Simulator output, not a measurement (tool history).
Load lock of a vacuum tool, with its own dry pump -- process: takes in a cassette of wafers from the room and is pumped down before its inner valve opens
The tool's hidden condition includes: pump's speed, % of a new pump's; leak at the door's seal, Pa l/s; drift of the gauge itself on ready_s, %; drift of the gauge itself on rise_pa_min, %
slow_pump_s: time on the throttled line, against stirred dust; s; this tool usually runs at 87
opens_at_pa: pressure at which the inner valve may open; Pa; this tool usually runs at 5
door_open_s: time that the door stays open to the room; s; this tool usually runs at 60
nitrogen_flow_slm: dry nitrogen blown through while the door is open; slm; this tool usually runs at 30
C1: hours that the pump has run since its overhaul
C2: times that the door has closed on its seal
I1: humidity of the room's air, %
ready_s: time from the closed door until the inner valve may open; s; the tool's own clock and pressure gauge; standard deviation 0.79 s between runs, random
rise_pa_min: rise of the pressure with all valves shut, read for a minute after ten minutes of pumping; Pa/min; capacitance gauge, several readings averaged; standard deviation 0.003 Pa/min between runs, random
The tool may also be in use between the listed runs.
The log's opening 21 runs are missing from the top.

run 22 hour=8617.8 | slow_pump_s=115 opens_at_pa=5 door_open_s=56 nitrogen_flow_slm=11 | C1=8282 C2=20868 | I1=45.2 | ready_s=189.8 rise_pa_min=0.020
run 23 hour=8955.4 | slow_pump_s=115 opens_at_pa=5 door_open_s=56 nitrogen_flow_slm=11 | C1=8620 C2=21513 | I1=40.7 | ready_s=191.3 rise_pa_min=0.014
run 24 hour=9388.5 | slow_pump_s=106 opens_at_pa=5 door_open_s=60 nitrogen_flow_slm=30 | C1=9053 C2=22340 | I1=43.4 | ready_s=183.7 rise_pa_min=0.016
run 25 hour=9739.1 | slow_pump_s=150 opens_at_pa=5 door_open_s=28 nitrogen_flow_slm=34 | C1=9404 C2=23010 | I1=43.8 | ready_s=219.0 rise_pa_min=0.009
run 26 hour=10288.5 | slow_pump_s=115 opens_at_pa=5 door_open_s=60 nitrogen_flow_slm=42 | C1=9953 C2=24060 | I1=43.6 | ready_s=189.4 rise_pa_min=0.012
run 27 hour=10785.7 | slow_pump_s=87 opens_at_pa=7 door_open_s=211 nitrogen_flow_slm=30 | C1=10450 C2=25010 | I1=41.0 | ready_s=165.8 rise_pa_min=0.034
run 28 hour=11088.7 | slow_pump_s=87 opens_at_pa=5 door_open_s=60 nitrogen_flow_slm=29 | C1=10753 C2=25588 | I1=45.9 | ready_s=168.0 rise_pa_min=0.015
run 29 hour=11428.1 | slow_pump_s=61 opens_at_pa=8 door_open_s=36 nitrogen_flow_slm=37 | C1=11093 C2=26237 | I1=46.4 | ready_s=142.7 rise_pa_min=0.012
run 30 hour=12009.8 | slow_pump_s=145 opens_at_pa=6 door_open_s=129 nitrogen_flow_slm=6 | C1=11674 C2=27348 | I1=45.1 | ready_s=211.7 rise_pa_min=0.041
run 31 hour=12301.7 | slow_pump_s=145 opens_at_pa=6 door_open_s=129 nitrogen_flow_slm=6 | C1=11966 C2=27906 | I1=43.0 | ready_s=212.9 rise_pa_min=0.036
run 32 hour=12707.8 | slow_pump_s=145 opens_at_pa=6 door_open_s=129 nitrogen_flow_slm=6 | C1=12372 C2=28681 | I1=46.6 | ready_s=213.1 rise_pa_min=0.047
run 33 hour=13049.7 | slow_pump_s=95 opens_at_pa=9 door_open_s=148 nitrogen_flow_slm=35 | C1=12714 C2=29335 | I1=49.5 | ready_s=168.0 rise_pa_min=0.026
run 34 hour=13370.5 | slow_pump_s=51 opens_at_pa=5 door_open_s=68 nitrogen_flow_slm=30 | C1=13035 C2=29948 | I1=50.7 | ready_s=140.6 rise_pa_min=0.026
run 35 hour=13699.3 | slow_pump_s=47 opens_at_pa=5 door_open_s=60 nitrogen_flow_slm=6 | C1=13364 C2=30576 | I1=44.3 | ready_s=137.3 rise_pa_min=0.023
run 36 hour=14093.0 | slow_pump_s=87 opens_at_pa=5 door_open_s=68 nitrogen_flow_slm=7 | C1=13757 C2=31328 | I1=46.9 | ready_s=169.3 rise_pa_min=0.020
run 37 hour=14567.4 | slow_pump_s=113 opens_at_pa=5 door_open_s=51 nitrogen_flow_slm=28 | C1=14232 C2=32234 | I1=47.0 | ready_s=189.0 rise_pa_min=0.017
run 38 hour=15150.7 | slow_pump_s=113 opens_at_pa=5 door_open_s=27 nitrogen_flow_slm=19 | C1=14815 C2=33348 | I1=45.7 | ready_s=190.9 rise_pa_min=0.014

Each row is a separate what-if for the run after 38, all from the same tool condition, not one after another. Results?
run A hour=15628.6 | slow_pump_s=87 opens_at_pa=6 door_open_s=25 nitrogen_flow_slm=6 | C1=15293 C2=34261 | I1=46.0 | ready_s=? rise_pa_min=?
run B hour=15628.6 | slow_pump_s=156 opens_at_pa=5 door_open_s=41 nitrogen_flow_slm=30 | C1=15293 C2=34261 | I1=45.5 | ready_s=? rise_pa_min=?
run C hour=15628.6 | slow_pump_s=113 opens_at_pa=5 door_open_s=27 nitrogen_flow_slm=19 | C1=15293 C2=34261 | I1=42.2 | ready_s=? rise_pa_min=?

run=A ready_s=167.4 rise_pa_min=0.017
run=B ready_s=222.0 rise_pa_min=0.011
run=C ready_s=187.5 rise_pa_min=0.019
Without the tool's hidden state the same runs would have given:
run=A ready_s=167.3 rise_pa_min=0.015
run=B ready_s=222.0 rise_pa_min=0.009
run=C ready_s=187.4 rise_pa_min=0.017

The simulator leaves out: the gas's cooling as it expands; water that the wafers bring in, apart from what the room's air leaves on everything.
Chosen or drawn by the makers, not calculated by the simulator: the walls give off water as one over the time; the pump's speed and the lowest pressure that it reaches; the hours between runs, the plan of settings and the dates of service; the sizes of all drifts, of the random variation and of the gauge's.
